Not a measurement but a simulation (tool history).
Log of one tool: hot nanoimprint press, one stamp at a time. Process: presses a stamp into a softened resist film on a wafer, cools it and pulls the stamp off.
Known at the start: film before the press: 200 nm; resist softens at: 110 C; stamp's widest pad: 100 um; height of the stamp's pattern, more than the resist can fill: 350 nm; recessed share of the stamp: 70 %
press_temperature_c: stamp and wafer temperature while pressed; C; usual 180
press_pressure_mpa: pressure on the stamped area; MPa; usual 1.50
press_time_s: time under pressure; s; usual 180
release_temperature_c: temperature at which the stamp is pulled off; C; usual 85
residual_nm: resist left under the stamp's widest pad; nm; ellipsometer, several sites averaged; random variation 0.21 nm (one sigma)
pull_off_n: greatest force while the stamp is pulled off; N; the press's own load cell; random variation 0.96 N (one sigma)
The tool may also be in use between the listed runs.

{"run": 1, "hour": 0.0, "press_temperature_c": 180, "press_pressure_mpa": 1.5, "press_time_s": 180, "release_temperature_c": 85, "residual_nm": 90.9, "pull_off_n": 190.8}
{"run": 2, "hour": 31.3, "press_temperature_c": 180, "press_pressure_mpa": 1.5, "press_time_s": 180, "release_temperature_c": 85, "residual_nm": 90.4, "pull_off_n": 191.8}
{"run": 3, "hour": 61.4, "press_temperature_c": 180, "press_pressure_mpa": 1.5, "press_time_s": 180, "release_temperature_c": 85, "residual_nm": 90.5, "pull_off_n": 190.6}
{"run": 4, "hour": 93.4, "press_temperature_c": 180, "press_pressure_mpa": 1.5, "press_time_s": 180, "release_temperature_c": 85, "residual_nm": 90.3, "pull_off_n": 191.2}
{"run": 5, "hour": 133.1, "press_temperature_c": 187, "press_pressure_mpa": 1.5, "press_time_s": 180, "release_temperature_c": 85, "residual_nm": 75.4, "pull_off_n": 191.3}
{"run": 6, "hour": 159.4, "press_temperature_c": 187, "press_pressure_mpa": 1.5, "press_time_s": 180, "release_temperature_c": 85, "residual_nm": 75.5, "pull_off_n": 192.0}
{"hour": 184.4, "done": "press's hydraulic seals changed and the load cell set to zero"}
{"run": 7, "hour": 207.2, "press_temperature_c": 187, "press_pressure_mpa": 1.5, "press_time_s": 180, "release_temperature_c": 85, "residual_nm": 75.5, "pull_off_n": 190.5}
{"run": 8, "hour": 246.0, "press_temperature_c": 180, "press_pressure_mpa": 1.5, "press_time_s": 180, "release_temperature_c": 79, "residual_nm": 90.7, "pull_off_n": 221.5}
{"run": 9, "hour": 271.1, "press_temperature_c": 180, "press_pressure_mpa": 1.5, "press_time_s": 180, "release_temperature_c": 79, "residual_nm": 90.4, "pull_off_n": 224.2}
{"run": 10, "hour": 312.9, "press_temperature_c": 180, "press_pressure_mpa": 1.5, "press_time_s": 187, "release_temperature_c": 85, "residual_nm": 89.8, "pull_off_n": 190.4}
{"run": 11, "hour": 355.4, "press_temperature_c": 180, "press_pressure_mpa": 1.5, "press_time_s": 187, "release_temperature_c": 85, "residual_nm": 88.9, "pull_off_n": 190.8}
{"run": 12, "hour": 379.7, "press_temperature_c": 180, "press_pressure_mpa": 1.5, "press_time_s": 187, "release_temperature_c": 85, "residual_nm": 89.4, "pull_off_n": 192.0}
{"run": 13, "hour": 421.8, "press_temperature_c": 180, "press_pressure_mpa": 1.5, "press_time_s": 187, "release_temperature_c": 85, "residual_nm": 89.5, "pull_off_n": 191.9}
{"run": 14, "hour": 467.1, "press_temperature_c": 180, "press_pressure_mpa": 1.5, "press_time_s": 187, "release_temperature_c": 85, "residual_nm": 89.4, "pull_off_n": 192.6}
{"run": 15, "hour": 493.3, "press_temperature_c": 180, "press_pressure_mpa": 1.5, "press_time_s": 187, "release_temperature_c": 85, "residual_nm": 89.1, "pull_off_n": 193.3}
{"run": 16, "hour": 528.9, "press_temperature_c": 176, "press_pressure_mpa": 0.99, "press_time_s": 237, "release_temperature_c": 85, "residual_nm": 112.0, "pull_off_n": 193.6}
{"run": 17, "hour": 578.0, "press_temperature_c": 180, "press_pressure_mpa": 1.98, "press_time_s": 180, "release_temperature_c": 85, "residual_nm": 78.1, "pull_off_n": 194.0}
{"run": 18, "hour": 616.6, "press_temperature_c": 170, "press_pressure_mpa": 1.5, "press_time_s": 91, "release_temperature_c": 93, "residual_nm": 142.2, "pull_off_n": 153.5}
{"run": 19, "hour": 658.4, "press_temperature_c": 180, "press_pressure_mpa": 1.6, "press_time_s": 180, "release_temperature_c": 85, "residual_nm": 87.7, "pull_off_n": 193.5}
{"run": 20, "hour": 699.7, "press_temperature_c": 180, "press_pressure_mpa": 1.22, "press_time_s": 109, "release_temperature_c": 85, "residual_nm": 117.9, "pull_off_n": 193.2}
{"run": 21, "hour": 726.8, "press_temperature_c": 180, "press_pressure_mpa": 1.38, "press_time_s": 180, "release_temperature_c": 85, "residual_nm": 94.7, "pull_off_n": 194.4}
{"run": 22, "hour": 749.3, "press_temperature_c": 180, "press_pressure_mpa": 2.25, "press_time_s": 180, "release_temperature_c": 74, "residual_nm": 72.8, "pull_off_n": 249.0}
{"run": 23, "hour": 769.9, "press_temperature_c": 181, "press_pressure_mpa": 1.49, "press_time_s": 162, "release_temperature_c": 90, "residual_nm": 91.9, "pull_off_n": 168.9}
{"run": 24, "hour": 816.2, "press_temperature_c": 182, "press_pressure_mpa": 2.13, "press_time_s": 162, "release_temperature_c": 87, "residual_nm": 73.8, "pull_off_n": 185.2}
{"run": 25, "hour": 863.5, "press_temperature_c": 178, "press_pressure_mpa": 1.24, "press_time_s": 162, "release_temperature_c": 87, "residual_nm": 108.1, "pull_off_n": 185.0}
{"run": 26, "hour": 908.3, "press_temperature_c": 178, "press_pressure_mpa": 1.24, "press_time_s": 162, "release_temperature_c": 87, "residual_nm": 108.2, "pull_off_n": 182.8}
{"run": 27, "hour": 944.4, "press_temperature_c": 176, "press_pressure_mpa": 0.9, "press_time_s": 162, "release_temperature_c": 73, "residual_nm": 130.4, "pull_off_n": 255.1}
{"hour": 969.6, "done": "plate thermocouple calibrated"}
{"hour": 975.6, "done": "stamp cleaned and given a new release coat"}
{"run": 28, "hour": 986.9, "press_temperature_c": 176, "press_pressure_mpa": 0.9, "press_time_s": 162, "release_temperature_c": 73, "residual_nm": 130.6, "pull_off_n": 256.1}
{"run": 29, "hour": 1016.9, "press_temperature_c": 174, "press_pressure_mpa": 1.5, "press_time_s": 180, "release_temperature_c": 79, "residual_nm": 106.5, "pull_off_n": 224.0}
{"run": 30, "hour": 1055.6, "press_temperature_c": 185, "press_pressure_mpa": 2.17, "press_time_s": 105, "release_temperature_c": 76, "residual_nm": 79.3, "pull_off_n": 241.6}

Measured less the same run without the tool's hidden state. The same run-to-run variation is in both; the gauge's scatter may not be:
The hidden state here: true temperature over the reading, C; pressure that arrives at the usual setting, %; grip of the stamp's worn release coat, % over a new coat's; drift of the gauge itself on residual_nm, %; drift of the gauge itself on pull_off_n, %.
run=1 pull_off_n=+0.0
run=2 pull_off_n=+0.1
run=3 pull_off_n=+0.3
run=4 pull_off_n=+0.5
run=5 pull_off_n=+0.6
run=6 pull_off_n=+0.7
run=7 pull_off_n=+0.9
run=8 pull_off_n=+1.3
run=9 pull_off_n=+1.5
run=10 pull_off_n=+1.5
run=11 pull_off_n=+1.6
run=12 pull_off_n=+1.7
run=13 pull_off_n=+1.9
run=14 pull_off_n=+2.1
run=15 pull_off_n=+2.3
run=16 pull_off_n=+2.4
run=17 pull_off_n=+2.6
run=18 pull_off_n=+2.2
run=19 pull_off_n=+3.0
run=20 pull_off_n=+3.2
run=21 pull_off_n=+3.4
run=22 pull_off_n=+4.5
run=23 pull_off_n=+3.0
run=24 pull_off_n=+3.6
run=25 pull_off_n=+3.8
run=26 pull_off_n=+3.9
run=27 pull_off_n=+5.7
run=28 pull_off_n=+5.7
run=29 pull_off_n=+5.2
run=30 pull_off_n=+5.8
residual_nm: within 0.1 nm of the measured result in every run.

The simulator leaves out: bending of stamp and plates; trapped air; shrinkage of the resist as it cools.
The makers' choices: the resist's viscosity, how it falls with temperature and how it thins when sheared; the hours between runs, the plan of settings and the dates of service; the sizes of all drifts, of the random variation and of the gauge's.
